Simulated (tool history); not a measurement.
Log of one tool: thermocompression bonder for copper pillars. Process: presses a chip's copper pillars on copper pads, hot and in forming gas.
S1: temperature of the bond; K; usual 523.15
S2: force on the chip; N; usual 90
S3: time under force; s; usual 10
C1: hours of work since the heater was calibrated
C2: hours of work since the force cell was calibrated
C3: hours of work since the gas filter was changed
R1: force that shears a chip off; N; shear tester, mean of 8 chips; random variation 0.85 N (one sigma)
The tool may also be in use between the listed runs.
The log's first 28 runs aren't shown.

| run | hour | S1 | S2 | S3 | C1 | C2 | C3 | R1 |
|---|---|---|---|---|---|---|---|---|
| 29 | 252.7 | 538.15 | 73 | 28 | 603 | 307 | 455 | 94.9 |
| 30 | 266.5 | 538.15 | 58 | 6 | 612 | 316 | 464 | 53.6 |
| 31 | 277.7 | 534.15 | 120 | 10 | 620 | 324 | 472 | 92.7 |
| 32 | 283.5 | 520.15 | 123 | 18 | 624 | 328 | 476 | 95 |
| 33 | 295.6 | 526.15 | 90 | 26 | 632 | 336 | 484 | 92.6 |
| 34 | 304.6 | 526.15 | 90 | 26 | 638 | 342 | 490 | 93.5 |
|  | 307.8 | forming gas filter changed |
| 35 | 310.9 | 526.15 | 90 | 26 | 641 | 346 | 2 | 99.8 |
| 36 | 322.8 | 539.15 | 70 | 26 | 649 | 353 | 10 | 95.4 |
| 37 | 331.1 | 500.15 | 67 | 25 | 655 | 359 | 15 | 64.2 |
| 38 | 339.7 | 501.15 | 92 | 25 | 660 | 365 | 21 | 78.6 |
|  | 347.5 | heater calibrated with a thermocouple chip |
| 39 | 348.7 | 544.15 | 55 | 8 | 1 | 369 | 26 | 60.2 |
| 40 | 357.1 | 509.15 | 86 | 6 | 6 | 375 | 31 | 45.7 |

Forecast each of these 3 alternatives for the next run:
| A | 368.5 | 523.15 | 77 | 8 | 14 | 382 | 39 | ? |
| B | 368.5 | 523.15 | 67 | 10 | 14 | 382 | 39 | ? |
| C | 368.5 | 541.15 | 131 | 18 | 14 | 382 | 39 | ? |

| run | R1 |
|---|---|
| A | 59.1 |
| B | 56.6 |
| C | 107.7 |
Without the tool's hidden state the same runs would have given:
| run | R1 |
|---|---|
| A | 57.9 |
| B | 55.5 |
| C | 107.3 |

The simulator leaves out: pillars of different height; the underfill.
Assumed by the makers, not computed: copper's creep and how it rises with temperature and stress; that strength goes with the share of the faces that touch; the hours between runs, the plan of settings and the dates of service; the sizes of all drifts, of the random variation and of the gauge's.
